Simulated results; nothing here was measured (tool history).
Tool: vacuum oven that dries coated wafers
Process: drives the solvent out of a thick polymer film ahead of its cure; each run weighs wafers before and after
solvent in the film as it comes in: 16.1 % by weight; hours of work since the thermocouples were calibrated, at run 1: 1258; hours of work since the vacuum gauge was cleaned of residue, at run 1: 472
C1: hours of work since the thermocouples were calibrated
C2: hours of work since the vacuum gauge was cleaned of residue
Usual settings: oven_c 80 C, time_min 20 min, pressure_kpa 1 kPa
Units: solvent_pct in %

{"run": 1, "hour": 0.0, "oven_c": 80, "time_min": 20, "pressure_kpa": 1, "C1": 1258, "C2": 472, "solvent_pct": 1.45}
{"run": 2, "hour": 18.1, "oven_c": 80, "time_min": 20, "pressure_kpa": 1, "C1": 1267, "C2": 480, "solvent_pct": 1.63}
{"run": 3, "hour": 31.7, "oven_c": 80, "time_min": 20, "pressure_kpa": 1, "C1": 1273, "C2": 486, "solvent_pct": 1.61}
{"run": 4, "hour": 43.3, "oven_c": 80, "time_min": 20, "pressure_kpa": 1, "C1": 1278, "C2": 492, "solvent_pct": 1.59}
{"run": 5, "hour": 55.0, "oven_c": 80, "time_min": 11, "pressure_kpa": 1, "C1": 1284, "C2": 497, "solvent_pct": 3.83}
{"run": 6, "hour": 83.1, "oven_c": 80, "time_min": 11, "pressure_kpa": 1, "C1": 1297, "C2": 510, "solvent_pct": 3.79}
{"run": 7, "hour": 109.0, "oven_c": 80, "time_min": 11, "pressure_kpa": 1, "C1": 1309, "C2": 522, "solvent_pct": 3.82}
{"run": 8, "hour": 132.1, "oven_c": 80, "time_min": 20, "pressure_kpa": 1, "C1": 1320, "C2": 533, "solvent_pct": 1.62}
{"hour": 135.5, "done": "vacuum gauge cleaned of residue and calibrated"}
{"run": 9, "hour": 152.9, "oven_c": 80, "time_min": 20, "pressure_kpa": 1, "C1": 1329, "C2": 8, "solvent_pct": 1.64}
{"run": 10, "hour": 173.9, "oven_c": 80, "time_min": 20, "pressure_kpa": 1, "C1": 1338, "C2": 18, "solvent_pct": 1.54}
{"run": 11, "hour": 197.3, "oven_c": 80, "time_min": 20, "pressure_kpa": 1, "C1": 1349, "C2": 29, "solvent_pct": 1.61}
{"hour": 210.1, "done": "vacuum gauge cleaned of residue and calibrated, once more"}
{"run": 12, "hour": 218.4, "oven_c": 80, "time_min": 20, "pressure_kpa": 1, "C1": 1358, "C2": 4, "solvent_pct": 1.57}
{"run": 13, "hour": 231.0, "oven_c": 72, "time_min": 16, "pressure_kpa": 3.63, "C1": 1364, "C2": 10, "solvent_pct": 5.58}
{"run": 14, "hour": 259.1, "oven_c": 72, "time_min": 16, "pressure_kpa": 3.63, "C1": 1377, "C2": 23, "solvent_pct": 5.51}
{"run": 15, "hour": 274.3, "oven_c": 80, "time_min": 14, "pressure_kpa": 2.57, "C1": 1384, "C2": 30, "solvent_pct": 3.43}
{"run": 16, "hour": 298.6, "oven_c": 75, "time_min": 17, "pressure_kpa": 2.83, "C1": 1396, "C2": 41, "solvent_pct": 4.13}
{"run": 17, "hour": 314.9, "oven_c": 75, "time_min": 17, "pressure_kpa": 2.83, "C1": 1403, "C2": 49, "solvent_pct": 4.14}
{"run": 18, "hour": 326.6, "oven_c": 75, "time_min": 17, "pressure_kpa": 2.83, "C1": 1409, "C2": 54, "solvent_pct": 4.13}
{"run": 19, "hour": 343.4, "oven_c": 75, "time_min": 17, "pressure_kpa": 2.83, "C1": 1417, "C2": 62, "solvent_pct": 4.17}
{"run": 20, "hour": 370.1, "oven_c": 94, "time_min": 12, "pressure_kpa": 0.99, "C1": 1429, "C2": 74, "solvent_pct": 0.92}
{"run": 21, "hour": 390.5, "oven_c": 66, "time_min": 14, "pressure_kpa": 0.93, "C1": 1438, "C2": 84, "solvent_pct": 6.34}
{"run": 22, "hour": 402.3, "oven_c": 66, "time_min": 14, "pressure_kpa": 0.93, "C1": 1444, "C2": 89, "solvent_pct": 6.36}
{"run": 23, "hour": 430.3, "oven_c": 66, "time_min": 14, "pressure_kpa": 0.93, "C1": 1457, "C2": 102, "solvent_pct": 6.6}

Forecast each of these 3 alternatives for the next run:
{"run": "A", "hour": 447.5, "oven_c": 81, "time_min": 22, "pressure_kpa": 3.02, "C1": 1465, "C2": 110, "solvent_pct": "?"}
{"run": "B", "hour": 447.5, "oven_c": 80, "time_min": 25, "pressure_kpa": 0.93, "C1": 1465, "C2": 110, "solvent_pct": "?"}
{"run": "C", "hour": 447.5, "oven_c": 80, "time_min": 25, "pressure_kpa": 1, "C1": 1465, "C2": 110, "solvent_pct": "?"}

run=A solvent_pct=2.07
run=B solvent_pct=1.15
run=C solvent_pct=1.15
Without the tool's hidden state the same runs would have given:
run=A solvent_pct=1.75
run=B solvent_pct=0.92
run=C solvent_pct=0.93
